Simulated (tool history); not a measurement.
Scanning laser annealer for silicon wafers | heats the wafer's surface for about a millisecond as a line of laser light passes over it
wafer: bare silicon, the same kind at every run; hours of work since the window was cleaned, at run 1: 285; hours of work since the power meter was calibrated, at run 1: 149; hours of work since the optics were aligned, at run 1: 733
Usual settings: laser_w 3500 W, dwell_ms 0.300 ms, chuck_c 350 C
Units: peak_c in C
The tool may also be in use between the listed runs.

run,day,laser_w,dwell_ms,chuck_c,hours of work since the window was cleaned,hours of work since the power meter was calibrated,hours of work since the optics were aligned,peak_c
1,0.000,3500,0.300,350,285,149,733,1040
2,0.246,3500,0.300,350,288,153,736,1037
3,0.725,3500,0.300,350,295,160,743,1037
4,0.967,3500,0.292,350,299,164,747,1029
5,1.296,3500,0.373,350,304,169,752,1110
6,1.596,3500,0.373,350,309,173,756,1103
7,1.988,3500,0.300,350,314,179,762,1038
8,2.417,3500,0.300,350,321,185,769,1037
9,2.658,3500,0.279,350,324,189,772,1014
10,3.050,3500,0.279,350,330,195,778,1017
11,3.425,3500,0.279,350,336,201,784,1017
12,3.858,3500,0.279,350,342,207,790,1012
13,4.138,3500,0.365,350,347,211,795,1097
14,4.517,3500,0.365,350,352,217,800,1098
15,5.033,3500,0.365,350,360,225,808,1098
16,5.450,3500,0.365,350,366,231,814,1099
17,5.908,3500,0.365,350,373,238,821,1097
18,6.196,3500,0.365,350,377,242,825,1093
19,6.496,3500,0.365,350,382,247,830,1097
20,6.796,3500,0.365,350,386,251,834,1095
21,7.133,3500,0.365,350,392,256,839,1096
22,7.546,3637,0.300,374,398,262,846,1085
23,8.012,3637,0.300,374,405,269,853,1082
24,8.254,3590,0.300,312,408,273,856,1007
25,8.662,3590,0.300,312,414,279,862,1010
26,9.167,3140,0.343,335,422,287,870,978
# day 9.417: optics aligned, line set to its width
27,9.717,3719,0.365,335,427,292,4,1124
28,10.062,3738,0.300,330,432,297,10,1057
# day 10.388: optics aligned, line set to its width, once more
29,10.688,3118,0.270,350,439,303,4,925
30,11.088,3118,0.270,350,445,309,10,925
31,11.525,3118,0.270,350,451,316,17,922
32,11.896,3222,0.277,349,457,321,23,947
33,12.283,3024,0.300,324,462,327,28,901
34,12.521,3532,0.273,374,466,331,32,1028
35,12.842,3733,0.238,324,471,335,37,976
36,13.204,3733,0.238,324,476,341,42,976
37,13.608,3247,0.320,370,482,347,48,1011
38,13.829,3637,0.243,354,486,350,52,996
39,14.342,3500,0.257,357,493,358,59,986
40,14.767,3500,0.257,357,500,364,66,989
41,14.996,3500,0.257,357,503,368,69,989
42,15.496,3423,0.300,355,511,375,77,1014

Forecast each of these 3 alternatives for the next run:
A,15.929,3466,0.217,361,517,382,83,?
B,15.929,3141,0.300,319,517,382,83,?
C,15.929,3490,0.376,366,517,382,83,?

run,peak_c
A,937
B,920
C,1111
Without the tool's hidden state the same runs would have given:
run,peak_c
A,971
B,955
C,1154

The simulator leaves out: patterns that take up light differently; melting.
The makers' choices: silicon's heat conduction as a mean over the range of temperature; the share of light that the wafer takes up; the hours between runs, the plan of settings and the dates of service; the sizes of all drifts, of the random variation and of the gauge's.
